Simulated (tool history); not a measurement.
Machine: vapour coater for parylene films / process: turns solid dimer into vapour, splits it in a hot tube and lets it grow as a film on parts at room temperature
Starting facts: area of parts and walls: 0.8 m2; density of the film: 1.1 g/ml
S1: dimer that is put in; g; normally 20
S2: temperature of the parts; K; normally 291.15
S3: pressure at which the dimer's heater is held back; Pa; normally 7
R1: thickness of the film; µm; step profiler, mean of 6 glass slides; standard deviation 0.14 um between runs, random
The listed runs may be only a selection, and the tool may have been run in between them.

run 1 day=0 | S1=20 S2=291.15 S3=7 | R1=15.43
run 2 day=0.633 | S1=20 S2=291.15 S3=7 | R1=15.15
run 3 day=1.242 | S1=20 S2=291.15 S3=7 | R1=15.31
run 4 day=2.104 | S1=20 S2=291.15 S3=7 | R1=15.12
run 5 day=2.667 | S1=20 S2=291.15 S3=7 | R1=15.16
-- day=2.888 trap's valve overhauled
run 6 day=3.208 | S1=20 S2=291.15 S3=7 | R1=13.74
run 7 day=3.717 | S1=20 S2=291.15 S3=3.5 | R1=15.69
run 8 day=4.129 | S1=31 S2=293.15 S3=10.95 | R1=18.15
run 9 day=4.542 | S1=31 S2=293.15 S3=10.95 | R1=18.32

Run 10 is up next; what results do you expect?
run 10 day=5.404 | S1=31 S2=293.15 S3=2.91 | R1=?

Run 10 measured R1 22.51 µm.
With the hidden condition absent and the run-to-run variation left alone, this run would have shown R1 28.09 µm.
